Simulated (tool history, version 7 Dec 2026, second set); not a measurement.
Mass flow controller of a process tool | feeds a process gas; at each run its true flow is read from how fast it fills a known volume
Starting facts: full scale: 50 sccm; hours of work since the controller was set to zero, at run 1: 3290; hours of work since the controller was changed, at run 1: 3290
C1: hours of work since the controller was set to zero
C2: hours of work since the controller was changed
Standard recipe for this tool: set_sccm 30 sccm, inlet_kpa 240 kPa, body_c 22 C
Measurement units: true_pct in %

{"run": 1, "hour": 0.0, "set_sccm": 30, "inlet_kpa": 240, "body_c": 22, "C1": 3290, "C2": 3290, "true_pct": 101.09}
{"run": 2, "hour": 87.4, "set_sccm": 30, "inlet_kpa": 240, "body_c": 22, "C1": 3339, "C2": 3339, "true_pct": 100.99}
{"run": 3, "hour": 205.6, "set_sccm": 30, "inlet_kpa": 240, "body_c": 22, "C1": 3405, "C2": 3405, "true_pct": 101.14}
{"run": 4, "hour": 294.2, "set_sccm": 30, "inlet_kpa": 240, "body_c": 22, "C1": 3454, "C2": 3454, "true_pct": 101.16}
{"run": 5, "hour": 379.2, "set_sccm": 30, "inlet_kpa": 169, "body_c": 22, "C1": 3502, "C2": 3502, "true_pct": 101.61}
{"run": 6, "hour": 456.3, "set_sccm": 14, "inlet_kpa": 240, "body_c": 22, "C1": 3545, "C2": 3545, "true_pct": 101.47}
{"run": 7, "hour": 544.3, "set_sccm": 30, "inlet_kpa": 167, "body_c": 22, "C1": 3595, "C2": 3595, "true_pct": 101.79}
{"run": 8, "hour": 665.7, "set_sccm": 30, "inlet_kpa": 167, "body_c": 22, "C1": 3663, "C2": 3663, "true_pct": 101.9}
{"run": 9, "hour": 803.9, "set_sccm": 30, "inlet_kpa": 167, "body_c": 22, "C1": 3740, "C2": 3740, "true_pct": 101.95}
{"run": 10, "hour": 918.5, "set_sccm": 30, "inlet_kpa": 167, "body_c": 22, "C1": 3804, "C2": 3804, "true_pct": 101.98}
{"run": 11, "hour": 1055.8, "set_sccm": 30, "inlet_kpa": 167, "body_c": 22, "C1": 3881, "C2": 3881, "true_pct": 102.03}
{"run": 12, "hour": 1138.5, "set_sccm": 30, "inlet_kpa": 240, "body_c": 27, "C1": 3927, "C2": 3927, "true_pct": 101.88}
{"run": 13, "hour": 1288.5, "set_sccm": 30, "inlet_kpa": 240, "body_c": 23, "C1": 4011, "C2": 4011, "true_pct": 101.62}
{"run": 14, "hour": 1384.0, "set_sccm": 30, "inlet_kpa": 240, "body_c": 23, "C1": 4065, "C2": 4065, "true_pct": 101.67}
{"run": 15, "hour": 1477.6, "set_sccm": 30, "inlet_kpa": 240, "body_c": 22, "C1": 4117, "C2": 4117, "true_pct": 101.5}
{"run": 16, "hour": 1605.2, "set_sccm": 30, "inlet_kpa": 240, "body_c": 22, "C1": 4189, "C2": 4189, "true_pct": 101.61}
{"run": 17, "hour": 1737.0, "set_sccm": 30, "inlet_kpa": 240, "body_c": 22, "C1": 4262, "C2": 4262, "true_pct": 101.88}
{"run": 18, "hour": 1837.4, "set_sccm": 30, "inlet_kpa": 203, "body_c": 22, "C1": 4319, "C2": 4319, "true_pct": 101.99}
{"run": 19, "hour": 1970.7, "set_sccm": 30, "inlet_kpa": 203, "body_c": 22, "C1": 4393, "C2": 4393, "true_pct": 102.11}
{"run": 20, "hour": 2079.4, "set_sccm": 30, "inlet_kpa": 203, "body_c": 22, "C1": 4454, "C2": 4454, "true_pct": 102.15}
{"run": 21, "hour": 2205.6, "set_sccm": 30, "inlet_kpa": 203, "body_c": 22, "C1": 4525, "C2": 4525, "true_pct": 102.22}
{"run": 22, "hour": 2313.9, "set_sccm": 30, "inlet_kpa": 203, "body_c": 30, "C1": 4586, "C2": 4586, "true_pct": 102.9}
{"run": 23, "hour": 2405.9, "set_sccm": 30, "inlet_kpa": 240, "body_c": 32, "C1": 4637, "C2": 4637, "true_pct": 102.83}
{"run": 24, "hour": 2513.0, "set_sccm": 30, "inlet_kpa": 240, "body_c": 22, "C1": 4697, "C2": 4697, "true_pct": 102.01}
{"run": 25, "hour": 2620.5, "set_sccm": 30, "inlet_kpa": 240, "body_c": 22, "C1": 4757, "C2": 4757, "true_pct": 102.03}
{"run": 26, "hour": 2766.5, "set_sccm": 30, "inlet_kpa": 240, "body_c": 22, "C1": 4839, "C2": 4839, "true_pct": 102.15}
{"run": 27, "hour": 2882.0, "set_sccm": 25, "inlet_kpa": 223, "body_c": 22, "C1": 4904, "C2": 4904, "true_pct": 102.31}
{"run": 28, "hour": 2970.9, "set_sccm": 7, "inlet_kpa": 244, "body_c": 22, "C1": 4953, "C2": 4953, "true_pct": 104.6}
{"run": 29, "hour": 3093.5, "set_sccm": 28, "inlet_kpa": 240, "body_c": 38, "C1": 5022, "C2": 5022, "true_pct": 103.65}
{"run": 30, "hour": 3201.8, "set_sccm": 30, "inlet_kpa": 155, "body_c": 22, "C1": 5083, "C2": 5083, "true_pct": 103.01}
{"run": 31, "hour": 3346.1, "set_sccm": 6, "inlet_kpa": 224, "body_c": 30, "C1": 5163, "C2": 5163, "true_pct": 106.42}
{"run": 32, "hour": 3464.2, "set_sccm": 6, "inlet_kpa": 226, "body_c": 33, "C1": 5230, "C2": 5230, "true_pct": 106.82}
{"run": 33, "hour": 3560.9, "set_sccm": 45, "inlet_kpa": 226, "body_c": 39, "C1": 5284, "C2": 5284, "true_pct": 104.31}
{"run": 34, "hour": 3668.7, "set_sccm": 30, "inlet_kpa": 240, "body_c": 27, "C1": 5344, "C2": 5344, "true_pct": 102.98}
{"run": 35, "hour": 3739.2, "set_sccm": 30, "inlet_kpa": 240, "body_c": 27, "C1": 5384, "C2": 5384, "true_pct": 103.0}
{"run": 36, "hour": 3848.6, "set_sccm": 6, "inlet_kpa": 240, "body_c": 27, "C1": 5445, "C2": 5445, "true_pct": 106.42}
{"run": 37, "hour": 3968.1, "set_sccm": 6, "inlet_kpa": 240, "body_c": 27, "C1": 5512, "C2": 5512, "true_pct": 106.53}
{"run": 38, "hour": 4059.6, "set_sccm": 6, "inlet_kpa": 269, "body_c": 22, "C1": 5563, "C2": 5563, "true_pct": 105.93}
{"run": 39, "hour": 4186.0, "set_sccm": 30, "inlet_kpa": 255, "body_c": 31, "C1": 5634, "C2": 5634, "true_pct": 103.34}
{"run": 40, "hour": 4274.0, "set_sccm": 30, "inlet_kpa": 255, "body_c": 31, "C1": 5683, "C2": 5683, "true_pct": 103.37}
{"run": 41, "hour": 4411.2, "set_sccm": 9, "inlet_kpa": 208, "body_c": 28, "C1": 5760, "C2": 5760, "true_pct": 105.46}
{"run": 42, "hour": 4527.0, "set_sccm": 30, "inlet_kpa": 207, "body_c": 32, "C1": 5825, "C2": 5825, "true_pct": 103.97}
{"hour": 4662.6, "done": "controller's zero set anew"}
{"run": 43, "hour": 4662.9, "set_sccm": 7, "inlet_kpa": 267, "body_c": 38, "C1": 0, "C2": 5901, "true_pct": 102.34}
{"run": 44, "hour": 4795.8, "set_sccm": 30, "inlet_kpa": 174, "body_c": 22, "C1": 75, "C2": 5975, "true_pct": 102.18}
{"run": 45, "hour": 4887.2, "set_sccm": 14, "inlet_kpa": 241, "body_c": 24, "C1": 126, "C2": 6026, "true_pct": 101.59}
{"run": 46, "hour": 4976.7, "set_sccm": 6, "inlet_kpa": 175, "body_c": 20, "C1": 176, "C2": 6076, "true_pct": 101.6}
{"run": 47, "hour": 5081.6, "set_sccm": 6, "inlet_kpa": 175, "body_c": 20, "C1": 235, "C2": 6135, "true_pct": 101.75}
{"run": 48, "hour": 5233.8, "set_sccm": 6, "inlet_kpa": 175, "body_c": 20, "C1": 320, "C2": 6220, "true_pct": 101.88}

Below, some changes in true_pct between adjacent runs. For each, the amount present without the hidden state too (settings, incoming material, random variation) and the amount remaining for the hidden state with gauge scatter not shared by both compared results:
Unlogged tool condition in this case: flow at rest that the sensor doesn't see, % of full scale; true flow over the shown one, %; drift of the gauge itself on true_pct, %.
Run 30 -> 31: set_sccm 30 -> 6, inlet_kpa 155 -> 224, body_c 22 -> 30. true_pct +3.41 %: hidden state +4.16, all else -0.75.
Run 32 -> 33: set_sccm 6 -> 45, body_c 33 -> 39. true_pct -2.51 %: hidden state -4.46, all else +1.95.
Run 35 -> 36: set_sccm 30 -> 6. true_pct +3.42 %: hidden state +4.36, all else -0.94.
Run 38 -> 39: set_sccm 6 -> 30, inlet_kpa 269 -> 255, body_c 22 -> 31. true_pct -2.59 %: hidden state -4.36, all else +1.77.
